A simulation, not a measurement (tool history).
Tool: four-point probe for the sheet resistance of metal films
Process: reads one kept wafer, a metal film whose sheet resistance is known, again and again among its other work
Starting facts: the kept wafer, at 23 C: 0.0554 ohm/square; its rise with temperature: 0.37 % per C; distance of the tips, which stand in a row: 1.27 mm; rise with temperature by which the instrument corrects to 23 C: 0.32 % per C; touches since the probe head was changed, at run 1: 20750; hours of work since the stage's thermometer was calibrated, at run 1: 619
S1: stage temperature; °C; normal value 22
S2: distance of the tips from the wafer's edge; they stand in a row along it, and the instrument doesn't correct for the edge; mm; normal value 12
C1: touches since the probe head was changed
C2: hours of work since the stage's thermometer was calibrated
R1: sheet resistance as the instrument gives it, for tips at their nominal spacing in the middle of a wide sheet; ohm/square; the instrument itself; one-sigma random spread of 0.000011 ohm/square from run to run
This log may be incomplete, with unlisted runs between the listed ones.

run     day  S1  S2     C1    C2        R1
  1   0.000  22  12  20750   619  0.055732
  2   0.467  22  12  21087   626  0.055744
  3   1.246  22   7  21649   638  0.056386
  4   1.750  22   7  22016   646  0.056389
  5   2.371  22  12  22463   656  0.055750
  6   2.854  22  12  22813   663  0.055768
  7   3.596  22  12  23348   675  0.055764
  8   4.417  22  12  23943   687  0.055747
  9   5.133  22  12  24460   698  0.055750
 10   6.004  22  12  25091   712  0.055767
 11   6.733  22  12  25617   723  0.055742
 12   7.633  22  12  26268   737  0.055757
 13   8.067  22  12  26580   744  0.055759
 14   8.592  22  12  26961   752  0.055766
 15   9.179  22  12  27384   761  0.055774
 16  10.229  22  12  28145   777  0.055769
 17  11.279  22  12  28902   794  0.055775
 18  12.317  19  12  29651   810  0.055694
 19  12.967  22  12  30122   820  0.055788
 20  13.421  22  12  30449   827  0.055786
 21  14.333  22  12  31110   841  0.055770
 22  14.767  22  12  31422   848  0.055771
 23  15.238  22  12  31763   855  0.055785
 24  15.729  21  12  32120   863  0.055750
 25  16.762  22  69  32867   879  0.055464
 26  17.312  23  22  33263   887  0.055574
 27  18.104  23  22  33836   900  0.055560
 28  18.854  23  22  34376   911  0.055608
 29  19.438  23  22  34798   920  0.055573
 30  19.954  23  22  35173   928  0.055591
 31  20.533  24  18  35590   937  0.055667
 32  21.000  24  18  35929   944  0.055654
 33  21.854  27  18  36547   958  0.055729
 34  22.546  27  18  37047   968  0.055746
 35  23.212  27  18  37526   979  0.055758
 36  24.150  25   5  38206   993  0.057419
 37  24.608  19  12  38537  1000  0.055720
 38  25.250  28  19  38999  1010  0.055760
 39  26.217  28  11  39699  1025  0.056016
 40  27.046  28  11  40297  1038  0.055998
 41  27.512  25   9  40636  1045  0.056120

Measured minus without-hidden-state, run by run (identical run-to-run variation in each term; gauge scatter may differ):
Unlogged tool condition in this case: inner tips' distance over the nominal, %; tips' flats over new ones', %; wafer's true temperature over the reading, C; drift of the gauge itself on sheet_ohm, %.
run         R1
  1  +0.000037
  2  +0.000038
  3  +0.000040
  4  +0.000041
  5  +0.000042
  6  +0.000043
  7  +0.000045
  8  +0.000047
  9  +0.000048
 10  +0.000051
 11  +0.000053
 12  +0.000055
 13  +0.000056
 14  +0.000057
 15  +0.000058
 16  +0.000061
 17  +0.000063
 18  +0.000065
 19  +0.000067
 20  +0.000068
 21  +0.000069
 22  +0.000071
 23  +0.000072
 24  +0.000074
 25  +0.000075
 26  +0.000076
 27  +0.000079
 28  +0.000080
 29  +0.000082
 30  +0.000083
 31  +0.000084
 32  +0.000085
 33  +0.000087
 34  +0.000088
 35  +0.000089
 36  +0.000095
 37  +0.000095
 38  +0.000094
 39  +0.000096
 40  +0.000099
 41  +0.000101
